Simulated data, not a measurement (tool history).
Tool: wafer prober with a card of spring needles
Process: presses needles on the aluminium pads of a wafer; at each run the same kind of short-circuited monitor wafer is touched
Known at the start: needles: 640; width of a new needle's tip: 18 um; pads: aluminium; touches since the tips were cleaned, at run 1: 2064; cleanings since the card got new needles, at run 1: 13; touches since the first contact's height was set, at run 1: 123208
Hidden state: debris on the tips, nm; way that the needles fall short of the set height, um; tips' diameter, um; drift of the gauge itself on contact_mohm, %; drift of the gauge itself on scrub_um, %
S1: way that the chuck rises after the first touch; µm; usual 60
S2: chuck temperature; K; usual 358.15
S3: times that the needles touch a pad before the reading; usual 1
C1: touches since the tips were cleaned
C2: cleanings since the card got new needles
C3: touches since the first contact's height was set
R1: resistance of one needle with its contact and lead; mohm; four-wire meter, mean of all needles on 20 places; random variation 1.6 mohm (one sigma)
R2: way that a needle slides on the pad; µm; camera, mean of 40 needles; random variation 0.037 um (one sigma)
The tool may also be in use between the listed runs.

Run 1, hour 0: usual settings; C1 2064; C2 13; C3 123208. Result: R1 153 mohm, R2 14.42 µm.
Run 2, hour 13.7: usual settings; C1 5008; C2 13; C3 126152. Result: R1 151 mohm, R2 14.49 µm.
At hour 27: tips cleaned on abrasive film.
Run 3, hour 27: usual settings; C1 0; C2 14; C3 128970. Result: R1 156 mohm, R2 14.46 µm.
Run 4, hour 39: usual settings; C1 2565; C2 14; C3 131535. Result: R1 154 mohm, R2 14.47 µm.
Run 5, hour 54: usual settings but S1 53 µm; C1 5768; C2 14; C3 134738. Result: R1 159 mohm, R2 12.75 µm.
At hour 63.7: tips cleaned on abrasive film.
Run 6, hour 66.6: usual settings; C1 624; C2 15; C3 137425. Result: R1 152 mohm, R2 14.43 µm.
Run 7, hour 79.7: usual settings but S1 66 µm; C1 3428; C2 15; C3 140229. Result: R1 154 mohm, R2 15.85 µm.
Run 8, hour 90.1: usual settings; C1 5650; C2 15; C3 142451. Result: R1 153 mohm, R2 14.42 µm.
At hour 100: tips cleaned on abrasive film.
Run 9, hour 100: usual settings; C1 0; C2 16; C3 144550. Result: R1 154 mohm, R2 14.46 µm.
Run 10, hour 116.8: usual settings; C1 3610; C2 16; C3 148160. Result: R1 156 mohm, R2 14.45 µm.
Run 11, hour 134.5: usual settings; C1 7389; C2 16; C3 151939. Result: R1 153 mohm, R2 14.41 µm.
At hour 137.1: tips cleaned on abrasive film.
At hour 141.3: height of the first contact set anew.
Run 12, hour 151.6: usual settings; C1 3020; C2 17; C3 2192. Result: R1 155 mohm, R2 14.43 µm.
Run 13, hour 166.2: usual settings; C1 6160; C2 17; C3 5332. Result: R1 154 mohm, R2 14.43 µm.
At hour 174.3: tips cleaned on abrasive film.
Run 14, hour 183.8: usual settings but S1 54 µm, S2 304.15 K; C1 2026; C2 18; C3 9072. Result: R1 145 mohm, R2 13.02 µm.
Run 15, hour 196.1: usual settings but S2 347.15 K; C1 4658; C2 18; C3 11704. Result: R1 153 mohm, R2 14.42 µm.
Run 16, hour 209.5: usual settings but S1 50 µm, S2 307.15 K; C1 7521; C2 18; C3 14567. Result: R1 147 mohm, R2 12.03 µm.
At hour 210.6: tips cleaned on abrasive film.
Run 17, hour 226.8: usual settings but S1 50 µm, S2 307.15 K; C1 3478; C2 19; C3 18270. Result: R1 149 mohm, R2 12.04 µm.
Run 18, hour 243.4: usual settings but S1 50 µm, S2 307.15 K, S3 2; C1 7021; C2 19; C3 21813. Result: R1 151 mohm, R2 11.97 µm.
At hour 246.9: tips cleaned on abrasive film.
Run 19, hour 260: usual settings but S1 50 µm, S2 307.15 K, S3 2; C1 2815; C2 20; C3 25352. Result: R1 148 mohm, R2 12.06 µm.
Run 20, hour 269.2: usual settings but S1 40 µm, S2 312.15 K; C1 4777; C2 20; C3 27314. Result: R1 154 mohm, R2 9.57 µm.
Run 21, hour 278.3: usual settings but S1 40 µm, S2 312.15 K; C1 6737; C2 20; C3 29274. Result: R1 153 mohm, R2 9.61 µm.
At hour 283.7: tips cleaned on abrasive film.
Run 22, hour 292.5: usual settings but S1 51 µm, S2 349.15 K, S3 2; C1 1882; C2 21; C3 32279. Result: R1 152 mohm, R2 12.31 µm.
Run 23, hour 306.1: usual settings but S1 51 µm, S2 349.15 K, S3 2; C1 4805; C2 21; C3 35202. Result: R1 153 mohm, R2 12.31 µm.

3 ways to go on from here, each from the tool as it stands after run 23. What would each give?
Run A, hour 318.9: usual settings but S2 303.15 K; C1 7537; C2 21; C3 37934. Result: R1 ?, R2 ?.
Run B, hour 318.9: usual settings but S1 51 µm, S2 349.15 K; C1 7537; C2 21; C3 37934. Result: R1 ?, R2 ?.
Run C, hour 318.9: usual settings but S1 58 µm, S2 327.15 K, S3 3; C1 7537; C2 21; C3 37934. Result: R1 ?, R2 ?.

run   R1     R2
  A  143  14.48
  B  158  12.33
  C  150  13.96
Without the tool's hidden state the same runs would have given:
run   R1     R2
  A  143  14.48
  B  157  12.33
  C  150  13.96
